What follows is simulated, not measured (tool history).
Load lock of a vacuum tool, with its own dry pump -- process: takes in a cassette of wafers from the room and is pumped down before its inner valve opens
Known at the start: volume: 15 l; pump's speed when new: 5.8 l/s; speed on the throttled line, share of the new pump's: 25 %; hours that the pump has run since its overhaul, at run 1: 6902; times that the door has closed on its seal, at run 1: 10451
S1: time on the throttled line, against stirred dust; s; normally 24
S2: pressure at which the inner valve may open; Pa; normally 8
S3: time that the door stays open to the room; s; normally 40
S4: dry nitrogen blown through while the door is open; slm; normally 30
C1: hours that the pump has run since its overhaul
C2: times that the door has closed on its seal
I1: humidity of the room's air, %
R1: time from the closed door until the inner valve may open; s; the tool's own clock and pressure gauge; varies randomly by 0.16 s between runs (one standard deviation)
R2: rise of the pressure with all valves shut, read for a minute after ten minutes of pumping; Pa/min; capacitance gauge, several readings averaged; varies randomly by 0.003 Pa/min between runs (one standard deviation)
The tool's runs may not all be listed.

run	hour	S1	S2	S3	S4	C1	C2	I1	R1	R2
1	0	24	8	40	30	6902	10451	43.3	43.4	0.103
2	243.9	24	8	40	26	7146	10919	42.4	43.6	0.11
3	469.8	24	8	40	26	7372	11352	45.7	43.5	0.113
4	791	24	8	40	30	7693	11969	46.6	43.6	0.121
5	1069	24	8	40	30	7971	12502	44.4	43.7	0.122
6	1378.1	24	8	40	30	8280	13095	39.9	43.8	0.124
7	1706	24	8	40	30	8608	13725	41.8	43.7	0.132
8	2038.1	24	8	40	30	8940	14362	42.3	44	0.145
9	2423.6	24	14	40	30	9326	15102	44.9	42.5	0.152
10	2614	24	14	40	30	9516	15467	43.2	42.1	0.156
11	2882.9	32	14	40	30	9785	15983	46.1	48.1	0.164
12	3192.7	32	14	40	30	10095	16577	44.5	48.3	0.168
13	3552.6	18	10	82	19	10455	17268	42	39	0.192
14	3812.9	24	9	40	30	10715	17768	41.8	44	0.182
15	4081.7	24	8	40	17	10984	18283	42.5	44.1	0.199

Run 16 has not been measured yet. What should we expect?
16	4442.2	24	6	40	4	11344	18975	42.4	?	?

R1: 44.9 s
R2: 0.217 Pa/min
Without the tool's hidden state the same run would have given R1 43.2 s, R2 0.054 Pa/min.

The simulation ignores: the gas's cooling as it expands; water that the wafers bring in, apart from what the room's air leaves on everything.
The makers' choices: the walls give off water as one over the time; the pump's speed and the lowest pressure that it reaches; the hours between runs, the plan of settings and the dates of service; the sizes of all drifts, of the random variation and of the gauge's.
